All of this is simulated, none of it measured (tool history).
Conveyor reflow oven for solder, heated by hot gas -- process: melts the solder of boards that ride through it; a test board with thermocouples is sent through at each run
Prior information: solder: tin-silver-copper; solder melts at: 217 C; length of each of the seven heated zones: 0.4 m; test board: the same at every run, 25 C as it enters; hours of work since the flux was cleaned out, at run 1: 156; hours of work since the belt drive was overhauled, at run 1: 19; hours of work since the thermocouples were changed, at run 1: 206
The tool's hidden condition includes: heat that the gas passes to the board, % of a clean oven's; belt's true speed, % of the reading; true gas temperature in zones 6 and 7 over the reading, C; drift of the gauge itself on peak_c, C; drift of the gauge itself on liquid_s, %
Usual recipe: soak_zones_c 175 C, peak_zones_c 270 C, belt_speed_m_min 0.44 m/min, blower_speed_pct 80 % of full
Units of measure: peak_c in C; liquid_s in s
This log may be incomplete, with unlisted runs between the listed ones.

| run | hour | soak_zones_c | peak_zones_c | belt_speed_m_min | blower_speed_pct | hours of work since the flux was cleaned out | hours of work since the belt drive was overhauled | hours of work since the thermocouples were changed | peak_c | liquid_s |
|---|---|---|---|---|---|---|---|---|---|---|
| 1 | 0 | 175 | 270 | 0.44 | 80 | 156 | 19 | 206 | 258.6 | 90 |
| 2 | 38.5 | 175 | 270 | 0.44 | 80 | 178 | 40 | 228 | 258.2 | 89.6 |
| 3 | 71.7 | 161 | 270 | 0.44 | 80 | 197 | 59 | 246 | 256.1 | 81.7 |
| 4 | 99.8 | 161 | 270 | 0.44 | 80 | 213 | 75 | 262 | 255.5 | 81.4 |
| 5 | 130.4 | 175 | 270 | 0.44 | 63 | 230 | 93 | 280 | 254.4 | 84.5 |
|  | 160.4 | flux residue cleaned out of gas plates and filters |
| 6 | 190 | 175 | 270 | 0.44 | 80 | 17 | 124 | 311 | 258.1 | 90.5 |
|  | 196.5 | belt drive overhauled, speed set with a stopwatch |
| 7 | 225.5 | 175 | 270 | 0.367 | 80 | 35 | 16 | 329 | 262 | 113.9 |
| 8 | 260 | 175 | 270 | 0.367 | 80 | 54 | 36 | 348 | 262.4 | 113.6 |
| 9 | 309.7 | 175 | 267 | 0.44 | 80 | 83 | 64 | 377 | 255.7 | 88.2 |
| 10 | 357.4 | 162 | 270 | 0.44 | 80 | 110 | 91 | 404 | 256.3 | 83.1 |
|  | 369 | belt drive overhauled, speed set with a stopwatch, once more |
| 11 | 386.8 | 174 | 266 | 0.36 | 73 | 124 | 10 | 418 | 257.4 | 110.1 |
| 12 | 445.4 | 174 | 266 | 0.36 | 73 | 158 | 43 | 452 | 257.2 | 109.3 |
| 13 | 472.9 | 164 | 278 | 0.458 | 89 | 173 | 59 | 467 | 264.8 | 85.8 |
| 14 | 497.9 | 164 | 278 | 0.458 | 89 | 187 | 73 | 481 | 264.3 | 85.8 |
| 15 | 541.8 | 164 | 278 | 0.458 | 89 | 212 | 98 | 506 | 263.7 | 85.7 |
| 16 | 585.9 | 165 | 261 | 0.52 | 55 | 237 | 123 | 531 | 234.5 | 40.8 |
|  | 600.1 | flux residue cleaned out of gas plates and filters |
| 17 | 617.7 | 175 | 281 | 0.44 | 67 | 10 | 139 | 547 | 265 | 94 |
| 18 | 664.7 | 175 | 270 | 0.435 | 53 | 37 | 165 | 573 | 250.6 | 81.1 |
| 19 | 697.8 | 167 | 270 | 0.435 | 53 | 56 | 184 | 592 | 248.8 | 75.2 |
| 20 | 754.1 | 179 | 280 | 0.44 | 78 | 88 | 216 | 624 | 266.5 | 97.4 |

Consider 4 possible next runs. They are alternatives, not a sequence: every one starts from the tool as it was left by run 20. What does each give?
| A | 797.8 | 179 | 263 | 0.44 | 64 | 112 | 241 | 649 | ? | ? |
| B | 797.8 | 178 | 270 | 0.44 | 80 | 112 | 241 | 649 | ? | ? |
| C | 797.8 | 175 | 270 | 0.406 | 80 | 112 | 241 | 649 | ? | ? |
| D | 797.8 | 179 | 262 | 0.376 | 78 | 112 | 241 | 649 | ? | ? |

| run | peak_c | liquid_s |
|---|---|---|
| A | 247.9 | 80.9 |
| B | 257.7 | 90.8 |
| C | 258.8 | 99.3 |
| D | 253.2 | 104.9 |
Had the tool no hidden state, the same runs would have come out as:
| run | peak_c | liquid_s |
|---|---|---|
| A | 250.1 | 83.1 |
| B | 260 | 92.3 |
| C | 261.2 | 100.8 |
| D | 255.5 | 106.6 |
